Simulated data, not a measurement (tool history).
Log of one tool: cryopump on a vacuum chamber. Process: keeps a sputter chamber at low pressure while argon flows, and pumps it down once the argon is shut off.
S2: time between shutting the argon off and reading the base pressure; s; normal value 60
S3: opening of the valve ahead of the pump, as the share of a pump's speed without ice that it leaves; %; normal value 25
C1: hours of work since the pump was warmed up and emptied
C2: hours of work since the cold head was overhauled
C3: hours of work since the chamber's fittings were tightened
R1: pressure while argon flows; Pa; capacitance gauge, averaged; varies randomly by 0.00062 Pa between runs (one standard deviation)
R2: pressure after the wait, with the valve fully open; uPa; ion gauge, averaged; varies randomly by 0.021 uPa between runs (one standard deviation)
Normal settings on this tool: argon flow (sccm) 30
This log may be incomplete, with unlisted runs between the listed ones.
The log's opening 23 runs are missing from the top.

{"run": 24, "hour": 535.6, "argon flow (sccm)": 30, "S2": 128, "S3": 15, "C1": 889, "C2": 889, "C3": 753, "R1": 0.1578, "R2": 0.68}
{"run": 25, "hour": 551.7, "argon flow (sccm)": 30, "S2": 128, "S3": 15, "C1": 900, "C2": 900, "C3": 763, "R1": 0.1574, "R2": 0.61}
{"run": 26, "hour": 564.7, "argon flow (sccm)": 15, "S2": 128, "S3": 20, "C1": 908, "C2": 908, "C3": 772, "R1": 0.0599, "R2": 0.71}
{"run": 27, "hour": 583.1, "argon flow (sccm)": 15, "S2": 128, "S3": 20, "C1": 920, "C2": 920, "C3": 783, "R1": 0.0591, "R2": 0.66}
{"run": 28, "hour": 601.4, "argon flow (sccm)": 15, "S2": 128, "S3": 20, "C1": 932, "C2": 932, "C3": 795, "R1": 0.06, "R2": 0.66}
{"run": 29, "hour": 629.8, "argon flow (sccm)": 15, "S2": 127, "S3": 20, "C1": 951, "C2": 951, "C3": 814, "R1": 0.0592, "R2": 0.72}
{"run": 30, "hour": 643.0, "argon flow (sccm)": 36, "S2": 224, "S3": 33, "C1": 959, "C2": 959, "C3": 822, "R1": 0.0892, "R2": 0.63}
{"run": 31, "hour": 655.6, "argon flow (sccm)": 22, "S2": 224, "S3": 35, "C1": 967, "C2": 967, "C3": 831, "R1": 0.0513, "R2": 0.66}

Here are 5 independent what-if runs from the current tool condition. What would each one return?
{"run": "A", "hour": 678.7, "argon flow (sccm)": 23, "S2": 224, "S3": 24, "C1": 982, "C2": 982, "C3": 846, "R1": "?", "R2": "?"}
{"run": "B", "hour": 678.7, "argon flow (sccm)": 23, "S2": 57, "S3": 28, "C1": 982, "C2": 982, "C3": 846, "R1": "?", "R2": "?"}
{"run": "C", "hour": 678.7, "argon flow (sccm)": 59, "S2": 224, "S3": 35, "C1": 982, "C2": 982, "C3": 846, "R1": "?", "R2": "?"}
{"run": "D", "hour": 678.7, "argon flow (sccm)": 37, "S2": 86, "S3": 43, "C1": 982, "C2": 982, "C3": 846, "R1": "?", "R2": "?"}
{"run": "E", "hour": 678.7, "argon flow (sccm)": 14, "S2": 297, "S3": 28, "C1": 982, "C2": 982, "C3": 846, "R1": "?", "R2": "?"}

run=A R1=0.0773 R2=0.7
run=B R1=0.0676 R2=0.85
run=C R1=0.14 R2=0.63
run=D R1=0.0744 R2=0.72
run=E R1=0.041 R2=0.62
With no hidden state in the tool, these same runs would have given:
run=A R1=0.072 R2=0.27
run=B R1=0.0623 R2=0.42
run=C R1=0.1264 R2=0.21
run=D R1=0.0658 R2=0.29
run=E R1=0.0377 R2=0.2

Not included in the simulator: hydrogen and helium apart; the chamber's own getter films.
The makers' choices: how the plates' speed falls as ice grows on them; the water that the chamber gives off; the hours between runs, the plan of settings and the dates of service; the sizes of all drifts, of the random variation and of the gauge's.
